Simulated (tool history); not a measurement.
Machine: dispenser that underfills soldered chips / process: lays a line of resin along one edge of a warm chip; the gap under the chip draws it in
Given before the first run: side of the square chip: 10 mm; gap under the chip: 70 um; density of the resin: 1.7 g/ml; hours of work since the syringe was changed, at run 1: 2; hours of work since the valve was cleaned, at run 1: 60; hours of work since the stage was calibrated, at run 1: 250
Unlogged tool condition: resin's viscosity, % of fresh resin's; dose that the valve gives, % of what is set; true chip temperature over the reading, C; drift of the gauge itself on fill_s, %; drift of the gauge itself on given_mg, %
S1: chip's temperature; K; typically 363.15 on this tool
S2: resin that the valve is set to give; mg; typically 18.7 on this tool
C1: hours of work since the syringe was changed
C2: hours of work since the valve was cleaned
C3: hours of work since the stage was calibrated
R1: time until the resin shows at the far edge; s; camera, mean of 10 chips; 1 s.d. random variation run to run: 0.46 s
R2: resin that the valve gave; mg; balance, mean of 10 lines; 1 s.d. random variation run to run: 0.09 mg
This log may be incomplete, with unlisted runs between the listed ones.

run   hour      S1    S2  C1  C2   C3    R1     R2
  1    0.0  363.15  18.7   2  60  250  41.3  17.86
       9.7  -- new syringe of resin
  2   10.6  363.15  18.7   1  67  257  38.4  17.73
      22.5  -- new syringe of resin
      24.4  -- dispensing valve cleaned and set on the balance
  3   27.1  363.15  18.7   3   2  268  42.4  18.70
      36.0  -- new syringe of resin
  4   42.3  363.15  18.7   5  13  279  47.4  18.34
      48.4  -- new syringe of resin
  5   55.2  363.15  18.7   5  22  288  47.2  18.39
      61.1  -- new syringe of resin
  6   62.1  368.15  18.7   1  27  293  31.2  18.26
      73.5  -- new syringe of resin
  7   75.2  368.15  18.7   1  36  303  32.1  18.13
  8   85.2  368.15  18.7   9  44  310  44.2  18.13
      86.2  -- new syringe of resin
      98.9  -- new syringe of resin
  9  101.7  363.15  21.0   2  55  322  40.4  20.09
     112.1  -- new syringe of resin
 10  113.5  354.15  18.7   1  64  330  56.7  17.83
 11  122.6  354.15  18.7   8  70  337  79.9  17.62
     125.4  -- new syringe of resin
     132.0  -- dispensing valve cleaned and set on the balance
 12  133.1  377.15  18.7   5   1  343  25.9  18.54
     139.4  -- new syringe of resin
 13  141.2  363.15  18.7   1   7  349  39.4  18.61
     152.0  -- new syringe of resin
 14  154.6  363.15  18.7   2  16  359  41.3  18.28
 15  162.0  363.15  18.7   7  22  364  52.4  18.37
     164.5  -- new syringe of resin
 16  173.6  363.15  18.7   7  30  373  50.7  18.33
     178.0  -- new syringe of resin
 17  183.0  363.15  17.9   4  37  379  45.1  17.43
 18  189.9  354.15  24.3   9  42  384  83.0  23.57
     190.9  -- new syringe of resin
     204.2  -- new syringe of resin
 19  205.0  353.15  24.2   1  52  395  60.8  23.22
 20  215.2  353.15  24.2   8  60  402  85.2  23.23
     216.7  -- new syringe of resin
 21  228.7  378.15  17.7   9  69  412  30.9  16.63
     230.0  -- new syringe of resin
     240.7  -- dispensing valve cleaned and set on the balance
 22  240.9  378.15  17.8   7   0  420  28.6  17.77
     243.6  -- new syringe of resin
     249.8  -- stage's temperature calibrated
     257.4  -- new syringe of resin
 23  258.3  362.15  18.7   1  12    6  37.9  18.54
     270.1  -- new syringe of resin
 24  274.4  362.15  18.7   3  23   18  41.3  18.51
     283.1  -- new syringe of resin
 25  285.3  371.15  21.8   2  31   25  27.3  21.26
 26  292.0  371.15  21.8   7  36   30  33.8  21.26
     295.8  -- new syringe of resin
 27  307.5  374.15  20.0   9  47   41  32.4  19.36
     308.8  -- new syringe of resin
     321.2  -- new syringe of resin
 28  321.2  374.15  20.0   0  57   51  22.3  19.10
 29  331.6  361.15  19.0   8  64   59  52.3  18.18
     334.1  -- new syringe of resin
 30  340.6  356.15  18.3   5  71   65  59.7  17.38
     346.8  -- new syringe of resin
     349.9  -- dispensing valve cleaned and set on the balance
 31  355.8  376.15  20.8   6   4   75  27.0  20.81
     361.0  -- new syringe of resin
 32  363.6  348.15  22.5   2  10   81  75.2  22.32
     373.6  -- new syringe of resin
 33  373.6  357.15  21.2   0  17   88  44.5  20.96
     386.8  -- new syringe of resin
 34  389.5  372.15  22.4   2  28   99  27.2  21.76

Forecast each of these 3 alternatives for the next run:
     399.6  -- new syringe of resin
  A  400.9  349.15  18.7   1  37  107   ?   ?
     399.6  -- new syringe of resin
  B  400.9  352.15  22.2   1  37  107   ?   ?
     399.6  -- new syringe of resin
  C  400.9  365.15  19.7   1  37  107   ?   ?

run    R1     R2
  A  68.4  18.09
  B  59.5  21.46
  C  34.3  19.20
Without the tool's unlogged condition, the same runs would have read:
run    R1     R2
  A  63.1  18.63
  B  55.0  22.12
  C  31.8  19.78

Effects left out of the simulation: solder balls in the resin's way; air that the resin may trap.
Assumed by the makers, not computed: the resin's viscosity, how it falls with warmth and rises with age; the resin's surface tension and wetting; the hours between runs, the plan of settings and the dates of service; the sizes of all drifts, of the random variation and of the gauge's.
